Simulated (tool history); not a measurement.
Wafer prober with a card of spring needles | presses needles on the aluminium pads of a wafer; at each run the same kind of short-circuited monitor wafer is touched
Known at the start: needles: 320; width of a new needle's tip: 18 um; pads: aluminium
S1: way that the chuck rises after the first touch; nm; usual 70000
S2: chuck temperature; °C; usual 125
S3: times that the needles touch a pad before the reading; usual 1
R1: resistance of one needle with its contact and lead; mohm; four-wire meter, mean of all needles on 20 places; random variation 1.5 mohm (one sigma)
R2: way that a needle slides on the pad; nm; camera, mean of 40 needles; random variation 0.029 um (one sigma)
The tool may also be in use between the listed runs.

run   hour     S1   S2  S3   R1     R2
  1      0  70000  125   1  141  14020
        15  -- tips cleaned on abrasive film
      35.1  -- tips cleaned on abrasive film
  2   35.4  70000  125   1  142  14020
      57.3  -- tips cleaned on abrasive film
      79.8  -- tips cleaned on abrasive film
  3   81.5  70000  125   1  142  13970
     103.6  -- tips cleaned on abrasive film
  4  109.1  70000  125   1  143  13990
     126.4  -- tips cleaned on abrasive film
     148.9  -- tips cleaned on abrasive film
  5  148.9  52000  125   1  145  10390
     170.1  -- tips cleaned on abrasive film
  6  171.8  52000  125   1  149  10390
     192.4  -- tips cleaned on abrasive film
  7  205.6  52000  125   1  145  10380
       215  -- tips cleaned on abrasive film
     237.1  -- tips cleaned on abrasive film
  8    254  52000  125   1  147  10310
     259.3  -- tips cleaned on abrasive film
       281  -- tips cleaned on abrasive film
  9  298.8  52000  125   2  150  10360
     301.3  -- tips cleaned on abrasive film
 10  320.6  52000  125   2  146  10300
     324.2  -- tips cleaned on abrasive film
     345.1  -- tips cleaned on abrasive film
     361.8  -- height of the first contact set anew
       366  -- tips cleaned on abrasive film
 11  367.4  70000   79   1  134  13960
     389.3  -- tips cleaned on abrasive film
     411.4  -- tips cleaned on abrasive film
 12  414.7  70000   79   1  134  13940
     433.6  -- tips cleaned on abrasive film
     456.2  -- tips cleaned on abrasive film
 13  456.2  70000   79   1  136  13930
     478.7  -- tips cleaned on abrasive film
 14  488.3  70000   79   1  135  13920
     499.2  -- tips cleaned on abrasive film
     521.4  -- tips cleaned on abrasive film
 15  537.9  70000   79   1  136  13910
     544.5  -- tips cleaned on abrasive film
     565.2  -- tips cleaned on abrasive film
     587.3  -- tips cleaned on abrasive film
 16  587.3  70000   79   1  137  13920
     607.6  -- tips cleaned on abrasive film
     630.3  -- tips cleaned on abrasive film
 17  636.3  70000   34   1  130  13850
     652.4  -- tips cleaned on abrasive film
       673  -- tips cleaned on abrasive film
 18  683.7  60000   31   3  130  11830
     695.5  -- tips cleaned on abrasive film
       718  -- tips cleaned on abrasive film
 19  718.2  60000   31   3  131  11950
     740.6  -- tips cleaned on abrasive film
 20  753.8  73000  125   1  146  14480
     762.2  -- tips cleaned on abrasive film
 21  778.2  73000  125   1  143  14480
     784.7  -- tips cleaned on abrasive film
     806.9  -- tips cleaned on abrasive film
     829.9  -- tips cleaned on abrasive film
 22  830.3  73000   46   1  130  14420
     850.6  -- tips cleaned on abrasive film
 23    864  55000   51   1  136  10920

Forecast run 24:
     872.9  -- tips cleaned on abrasive film
       895  -- tips cleaned on abrasive film
 24  908.8  76000  27   1   ?   ?

R1: 126 mohm
R2: 15090 nm
Without the tool's hidden state the same run would have given R1 125 mohm, R2 15240 nm.
